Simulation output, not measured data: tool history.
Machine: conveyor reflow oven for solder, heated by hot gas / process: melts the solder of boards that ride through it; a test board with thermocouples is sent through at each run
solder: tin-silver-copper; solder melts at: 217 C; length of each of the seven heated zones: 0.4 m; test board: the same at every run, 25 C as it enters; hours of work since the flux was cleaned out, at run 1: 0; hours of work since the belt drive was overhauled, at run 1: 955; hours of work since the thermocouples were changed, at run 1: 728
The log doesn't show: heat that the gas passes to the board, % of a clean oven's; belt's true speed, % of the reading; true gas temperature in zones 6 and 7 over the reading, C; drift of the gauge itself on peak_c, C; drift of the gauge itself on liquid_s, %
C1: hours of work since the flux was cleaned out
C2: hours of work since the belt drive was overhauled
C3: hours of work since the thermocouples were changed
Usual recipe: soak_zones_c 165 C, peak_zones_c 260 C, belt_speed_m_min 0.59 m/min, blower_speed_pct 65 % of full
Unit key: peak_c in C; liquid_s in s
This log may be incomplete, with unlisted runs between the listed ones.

run 1 hour=0 | soak_zones_c=165 peak_zones_c=260 belt_speed_m_min=0.59 blower_speed_pct=65 | C1=0 C2=955 C3=728 | peak_c=242 liquid_s=48.4
run 2 hour=42 | soak_zones_c=165 peak_zones_c=260 belt_speed_m_min=0.59 blower_speed_pct=65 | C1=33 C2=988 C3=761 | peak_c=242.3 liquid_s=48.2
run 3 hour=107.7 | soak_zones_c=165 peak_zones_c=260 belt_speed_m_min=0.59 blower_speed_pct=65 | C1=84 C2=1039 C3=812 | peak_c=241.9 liquid_s=48
run 4 hour=183.3 | soak_zones_c=165 peak_zones_c=260 belt_speed_m_min=0.59 blower_speed_pct=65 | C1=144 C2=1098 C3=871 | peak_c=241.7 liquid_s=47.3
run 5 hour=227.4 | soak_zones_c=165 peak_zones_c=260 belt_speed_m_min=0.59 blower_speed_pct=65 | C1=178 C2=1133 C3=906 | peak_c=242.2 liquid_s=47.8
run 6 hour=305.5 | soak_zones_c=165 peak_zones_c=260 belt_speed_m_min=0.59 blower_speed_pct=88 | C1=239 C2=1194 C3=967 | peak_c=246.4 liquid_s=53.4
-- hour=313.1 belt drive overhauled, speed set with a stopwatch
-- hour=368.3 flux residue cleaned out of gas plates and filters
run 7 hour=392 | soak_zones_c=165 peak_zones_c=260 belt_speed_m_min=0.595 blower_speed_pct=65 | C1=19 C2=58 C3=1028 | peak_c=241.3 liquid_s=47
run 8 hour=448.3 | soak_zones_c=165 peak_zones_c=260 belt_speed_m_min=0.595 blower_speed_pct=65 | C1=63 C2=102 C3=1072 | peak_c=241.8 liquid_s=47
run 9 hour=503 | soak_zones_c=165 peak_zones_c=266 belt_speed_m_min=0.59 blower_speed_pct=65 | C1=106 C2=145 C3=1115 | peak_c=247 liquid_s=53
run 10 hour=555.6 | soak_zones_c=165 peak_zones_c=260 belt_speed_m_min=0.625 blower_speed_pct=65 | C1=147 C2=186 C3=1156 | peak_c=239.8 liquid_s=42.3
run 11 hour=591.1 | soak_zones_c=158 peak_zones_c=260 belt_speed_m_min=0.63 blower_speed_pct=65 | C1=175 C2=214 C3=1184 | peak_c=238 liquid_s=37.6
run 12 hour=643.2 | soak_zones_c=165 peak_zones_c=266 belt_speed_m_min=0.602 blower_speed_pct=65 | C1=215 C2=255 C3=1224 | peak_c=246.5 liquid_s=50.7
run 13 hour=701.3 | soak_zones_c=172 peak_zones_c=251 belt_speed_m_min=0.64 blower_speed_pct=65 | C1=261 C2=300 C3=1270 | peak_c=233.1 liquid_s=35.9
-- hour=731.3 flux residue cleaned out of gas plates and filters
run 14 hour=755.2 | soak_zones_c=172 peak_zones_c=251 belt_speed_m_min=0.64 blower_speed_pct=65 | C1=19 C2=338 C3=1308 | peak_c=233.5 liquid_s=35.6
run 15 hour=822.1 | soak_zones_c=167 peak_zones_c=251 belt_speed_m_min=0.64 blower_speed_pct=65 | C1=71 C2=391 C3=1361 | peak_c=232.4 liquid_s=32.7
run 16 hour=891.1 | soak_zones_c=179 peak_zones_c=260 belt_speed_m_min=0.488 blower_speed_pct=65 | C1=125 C2=445 C3=1415 | peak_c=249.9 liquid_s=75.8
-- hour=925.1 thermocouples of zones 6 and 7 changed
run 17 hour=960.1 | soak_zones_c=179 peak_zones_c=260 belt_speed_m_min=0.488 blower_speed_pct=65 | C1=178 C2=497 C3=27 | peak_c=249.4 liquid_s=75.2
run 18 hour=1006.1 | soak_zones_c=179 peak_zones_c=260 belt_speed_m_min=0.488 blower_speed_pct=65 | C1=214 C2=533 C3=63 | peak_c=249.8 liquid_s=75.5
run 19 hour=1078.8 | soak_zones_c=179 peak_zones_c=260 belt_speed_m_min=0.488 blower_speed_pct=65 | C1=271 C2=590 C3=120 | peak_c=249.8 liquid_s=75.5
-- hour=1094.4 flux residue cleaned out of gas plates and filters
run 20 hour=1151.1 | soak_zones_c=179 peak_zones_c=260 belt_speed_m_min=0.488 blower_speed_pct=65 | C1=44 C2=643 C3=173 | peak_c=249.7 liquid_s=75.5

5 options for the next run, each taken on its own from the tool as it stands now. Forecast them:
run A hour=1211 | soak_zones_c=167 peak_zones_c=260 belt_speed_m_min=0.691 blower_speed_pct=72 | C1=91 C2=690 C3=220 | peak_c=? liquid_s=?
run B hour=1211 | soak_zones_c=165 peak_zones_c=260 belt_speed_m_min=0.59 blower_speed_pct=69 | C1=91 C2=690 C3=220 | peak_c=? liquid_s=?
run C hour=1211 | soak_zones_c=180 peak_zones_c=260 belt_speed_m_min=0.488 blower_speed_pct=65 | C1=91 C2=690 C3=220 | peak_c=? liquid_s=?
run D hour=1211 | soak_zones_c=165 peak_zones_c=254 belt_speed_m_min=0.59 blower_speed_pct=65 | C1=91 C2=690 C3=220 | peak_c=? liquid_s=?
run E hour=1211 | soak_zones_c=168 peak_zones_c=266 belt_speed_m_min=0.582 blower_speed_pct=65 | C1=91 C2=690 C3=220 | peak_c=? liquid_s=?

run=A peak_c=238.4 liquid_s=36.9
run=B peak_c=243.4 liquid_s=49.2
run=C peak_c=249.7 liquid_s=75.7
run=D peak_c=237 liquid_s=42.5
run=E peak_c=248.3 liquid_s=55.9
Without the tool's unlogged condition, the same runs would have read:
run=A peak_c=238.5 liquid_s=36.9
run=B peak_c=243.4 liquid_s=49.2
run=C peak_c=249.7 liquid_s=75.7
run=D peak_c=237 liquid_s=42.4
run=E peak_c=248.3 liquid_s=55.9

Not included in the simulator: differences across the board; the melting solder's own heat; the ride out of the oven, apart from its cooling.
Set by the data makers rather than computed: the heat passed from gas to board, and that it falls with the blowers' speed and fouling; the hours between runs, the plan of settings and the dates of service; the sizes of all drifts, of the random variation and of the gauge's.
